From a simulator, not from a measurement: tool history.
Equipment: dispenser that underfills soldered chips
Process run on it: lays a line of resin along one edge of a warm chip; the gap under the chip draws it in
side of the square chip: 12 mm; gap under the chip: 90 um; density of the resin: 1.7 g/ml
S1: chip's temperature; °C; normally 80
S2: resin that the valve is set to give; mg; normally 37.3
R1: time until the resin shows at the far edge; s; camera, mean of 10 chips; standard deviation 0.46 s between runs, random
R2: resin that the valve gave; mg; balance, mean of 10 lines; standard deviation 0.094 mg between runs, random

run    day  S1    S2    R1     R2
  1      0  80  37.3  42.6  36.51
  2  0.108  80  37.3  46.1  36.52
     0.246  -- new syringe of resin
  3  0.275  80  37.3  36.4  36.35
  4  0.404  83  37.3  36.7  36.27
  5  0.496  80  37.3  43.7  36.34
     0.688  -- new syringe of resin
  6  0.725  80  37.3  36.2  36.24
  7  0.867  80  37.3  40.6  36.06
  8  1.075  80  37.3  50.5  35.99
     1.138  -- new syringe of resin
  9  1.208  80  37.3  38.1  35.97
 10  1.317  77  37.3  46.3  35.96
 11  1.408  77  47.8  50.6  45.98
     1.596  -- new syringe of resin
 12  1.638  77  47.8  40.1  45.72
 13   1.75  94  37.3  24.9  35.66
 14  1.871  69  43.8  67.9  41.96
 15  1.975  91  48.3  32.9  46.13
     2.046  -- new syringe of resin
 16  2.175  87  37.3  31.7   35.5
 17    2.3  87  37.3  35.6  35.52
 18  2.433  87  37.3  40.8  35.31
     2.483  -- new syringe of resin
 19  2.638  87  37.3  32.2  35.41
 20  2.854  87  35.8  38.1  33.92
     2.933  -- new syringe of resin
 21  2.975  87  32.1  30.3  30.28
 22  3.083  81  32.1  40.6  30.19
 23  3.179  69  32.9  68.1  31.03

Here are 3 independent what-if runs from the current tool condition. What would each one return?
  A  3.271  78  41.6   ?   ?
  B  3.271  84  35.4   ?   ?
  C  3.271  85  32.9   ?   ?

run    R1     R2
  A  51.1  39.07
  B  43.1  33.33
  C  41.9  30.91
Stripped of hidden state, with their random variation kept, the same runs would have yielded:
run    R1     R2
  A  37.3  41.54
  B  31.3  35.44
  C  30.4  32.87
